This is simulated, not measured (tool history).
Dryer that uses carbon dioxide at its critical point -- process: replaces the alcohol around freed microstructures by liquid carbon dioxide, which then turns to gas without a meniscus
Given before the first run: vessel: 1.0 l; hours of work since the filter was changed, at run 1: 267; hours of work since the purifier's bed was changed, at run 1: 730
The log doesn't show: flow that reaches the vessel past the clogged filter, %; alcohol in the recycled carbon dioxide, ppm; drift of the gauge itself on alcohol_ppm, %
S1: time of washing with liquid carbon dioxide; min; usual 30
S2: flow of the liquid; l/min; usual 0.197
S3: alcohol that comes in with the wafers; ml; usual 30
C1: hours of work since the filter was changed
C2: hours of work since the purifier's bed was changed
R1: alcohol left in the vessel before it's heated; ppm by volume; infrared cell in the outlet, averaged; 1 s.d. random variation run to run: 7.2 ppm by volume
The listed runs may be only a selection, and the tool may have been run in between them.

Run 1, hour 0: usual settings; C1 267; C2 730. Result: R1 569 ppm by volume.
Run 2, hour 46.1: usual settings; C1 287; C2 750. Result: R1 601 ppm by volume.
Run 3, hour 88: usual settings; C1 305; C2 768. Result: R1 600 ppm by volume.
Run 4, hour 124.6: usual settings; C1 321; C2 783. Result: R1 606 ppm by volume.
Run 5, hour 166.6: usual settings; C1 339; C2 801. Result: R1 633 ppm by volume.
At hour 185.2: purifier's bed changed.
Run 6, hour 201.9: usual settings; C1 353; C2 7. Result: R1 501 ppm by volume.
Run 7, hour 234: usual settings; C1 367; C2 21. Result: R1 515 ppm by volume.
Run 8, hour 270.9: usual settings; C1 382; C2 37. Result: R1 504 ppm by volume.
Run 9, hour 301.5: usual settings; C1 396; C2 50. Result: R1 507 ppm by volume.
At hour 323.7: inlet filter changed.
Run 10, hour 323.7: usual settings; C1 0; C2 59. Result: R1 368 ppm by volume.
Run 11, hour 360.8: usual settings; C1 16; C2 75. Result: R1 367 ppm by volume.
Run 12, hour 413.6: usual settings; C1 39; C2 98. Result: R1 391 ppm by volume.
Run 13, hour 455.1: usual settings; C1 56; C2 116. Result: R1 384 ppm by volume.
Run 14, hour 491.9: usual settings; C1 72; C2 131. Result: R1 391 ppm by volume.
Run 15, hour 543.5: usual settings; C1 94; C2 154. Result: R1 418 ppm by volume.
Run 16, hour 586: usual settings but S1 22 min; C1 113; C2 172. Result: R1 1247 ppm by volume.
Run 17, hour 620.4: usual settings but S3 29 ml; C1 128; C2 187. Result: R1 429 ppm by volume.
Run 18, hour 663.6: usual settings but S1 33 min; C1 146; C2 205. Result: R1 304 ppm by volume.
Run 19, hour 699.5: usual settings but S2 0.281 l/min; C1 162; C2 221. Result: R1 110 ppm by volume.
Run 20, hour 742.6: usual settings but S2 0.281 l/min; C1 180; C2 239. Result: R1 101 ppm by volume.
Run 21, hour 776.7: usual settings but S2 0.153 l/min; C1 195; C2 254. Result: R1 1218 ppm by volume.
Run 22, hour 804.8: usual settings but S3 48 ml; C1 207; C2 266. Result: R1 712 ppm by volume.
Run 23, hour 828.7: usual settings but S2 0.312 l/min, S3 48 ml; C1 217; C2 276. Result: R1 103 ppm by volume.
Run 24, hour 859.2: usual settings but S3 23 ml; C1 230; C2 289. Result: R1 395 ppm by volume.
Run 25, hour 901.7: usual settings but S3 23 ml; C1 248; C2 308. Result: R1 393 ppm by volume.
Run 26, hour 951.5: usual settings but S1 36 min, S3 49 ml; C1 270; C2 329. Result: R1 381 ppm by volume.
Run 27, hour 977.7: usual settings but S1 21 min, S3 44 ml; C1 281; C2 340. Result: R1 2453 ppm by volume.
Run 28, hour 1017.9: usual settings but S1 21 min, S3 44 ml; C1 298; C2 357. Result: R1 2456 ppm by volume.
Run 29, hour 1048.5: usual settings but S2 0.14 l/min; C1 311; C2 371. Result: R1 1800 ppm by volume.
Run 30, hour 1100.8: usual settings but S1 32 min, S2 0.2 l/min; C1 334; C2 393. Result: R1 415 ppm by volume.
Run 31, hour 1151.3: usual settings but S1 32 min, S2 0.2 l/min; C1 356; C2 415. Result: R1 416 ppm by volume.
Run 32, hour 1196.1: usual settings but S3 61 ml; C1 375; C2 434. Result: R1 1106 ppm by volume.
Run 33, hour 1222.6: usual settings but S2 0.226 l/min, S3 61 ml; C1 386; C2 445. Result: R1 636 ppm by volume.
At hour 1265.4: inlet filter changed.
Run 34, hour 1265.4: usual settings but S2 0.226 l/min, S3 61 ml; C1 0; C2 463. Result: R1 453 ppm by volume.
Run 35, hour 1293: usual settings but S1 39 min, S2 0.188 l/min, S3 80 ml; C1 12; C2 475. Result: R1 433 ppm by volume.
Run 36, hour 1338.1: usual settings but S1 29 min, S2 0.31 l/min; C1 31; C2 495. Result: R1 128 ppm by volume.
Run 37, hour 1367.2: usual settings but S1 29 min, S2 0.31 l/min; C1 44; C2 507. Result: R1 130 ppm by volume.
Run 38, hour 1395: usual settings but S1 35 min, S2 0.31 l/min; C1 56; C2 519. Result: R1 113 ppm by volume.
Run 39, hour 1435.8: usual settings but S1 23 min, S2 0.3 l/min, S3 58 ml; C1 73; C2 537. Result: R1 404 ppm by volume.
Run 40, hour 1484.8: usual settings but S1 18 min, S2 0.138 l/min, S3 28 ml; C1 94; C2 558. Result: R1 4840 ppm by volume.
Run 41, hour 1525.1: usual settings but S3 74 ml; C1 112; C2 575. Result: R1 1123 ppm by volume.
Run 42, hour 1550.4: usual settings but S3 74 ml; C1 122; C2 586. Result: R1 1061 ppm by volume.
Run 43, hour 1579.5: usual settings but S1 42 min, S2 0.245 l/min; C1 135; C2 598. Result: R1 140 ppm by volume.
Run 44, hour 1611.6: usual settings but S1 22 min, S2 0.245 l/min, S3 116 ml; C1 149; C2 612. Result: R1 2298 ppm by volume.
Run 45, hour 1656.6: usual settings but S1 29 min, S2 0.245 l/min, S3 50 ml; C1 168; C2 632. Result: R1 399 ppm by volume.
Run 46, hour 1706.7: usual settings but S1 35 min, S2 0.133 l/min; C1 190; C2 653. Result: R1 1280 ppm by volume.

Forecast each of these 3 alternatives for the next run:
Run A, hour 1745.7: usual settings but S1 20 min, S3 77 ml; C1 206; C2 670. Result: R1 ?.
Run B, hour 1745.7: usual settings but S1 35 min, S2 0.133 l/min, S3 102 ml; C1 206; C2 670. Result: R1 ?.
Run C, hour 1745.7: usual settings but S1 21 min, S2 0.143 l/min, S3 39 ml; C1 206; C2 670. Result: R1 ?.

run    R1
  A  4513
  B  4072
  C  4824
Stripped of hidden state, with their random variation kept, the same runs would have yielded:
run    R1
  A  3745
  B  3287
  C  4175
